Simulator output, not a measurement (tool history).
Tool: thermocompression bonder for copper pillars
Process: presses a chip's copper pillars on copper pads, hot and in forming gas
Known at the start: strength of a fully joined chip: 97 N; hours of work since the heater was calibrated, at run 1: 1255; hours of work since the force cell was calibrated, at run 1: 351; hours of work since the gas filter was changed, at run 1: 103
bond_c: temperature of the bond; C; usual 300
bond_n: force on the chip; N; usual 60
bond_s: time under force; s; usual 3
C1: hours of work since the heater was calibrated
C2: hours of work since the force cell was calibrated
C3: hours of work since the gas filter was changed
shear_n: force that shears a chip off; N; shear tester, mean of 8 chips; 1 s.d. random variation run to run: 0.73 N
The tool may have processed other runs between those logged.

Run 1, hour 0.0: usual settings; C1 1255; C2 351; C3 103. Result: shear_n 56.6 N.
Run 2, hour 10.0: usual settings; C1 1263; C2 359; C3 111. Result: shear_n 57.1 N.
At hour 20.8: heater calibrated with a thermocouple chip.
Run 3, hour 27.4: usual settings; C1 5; C2 371; C3 123. Result: shear_n 54.1 N.
Run 4, hour 38.8: usual settings but bond_s 6 s; C1 14; C2 380; C3 132. Result: shear_n 65.3 N.
Run 5, hour 51.9: usual settings but bond_s 6 s; C1 24; C2 390; C3 142. Result: shear_n 64.2 N.
At hour 69.2: heater calibrated with a thermocouple chip, once more.
Run 6, hour 70.1: usual settings; C1 1; C2 402; C3 154. Result: shear_n 57.7 N.
Run 7, hour 78.5: usual settings but bond_c 303 C, bond_n 76 N, bond_s 2 s; C1 7; C2 409; C3 160. Result: shear_n 63.5 N.

What will run 8 give?
Run 8, hour 92.4: usual settings but bond_c 315 C, bond_n 59 N, bond_s 2 s; C1 18; C2 419; C3 171. Result: shear_n ?.

Run 8 measured shear_n 59.3 N.
Take away the tool's hidden state, keep the run-to-run variation as it was, and the same run would have given shear_n 63.3 N.

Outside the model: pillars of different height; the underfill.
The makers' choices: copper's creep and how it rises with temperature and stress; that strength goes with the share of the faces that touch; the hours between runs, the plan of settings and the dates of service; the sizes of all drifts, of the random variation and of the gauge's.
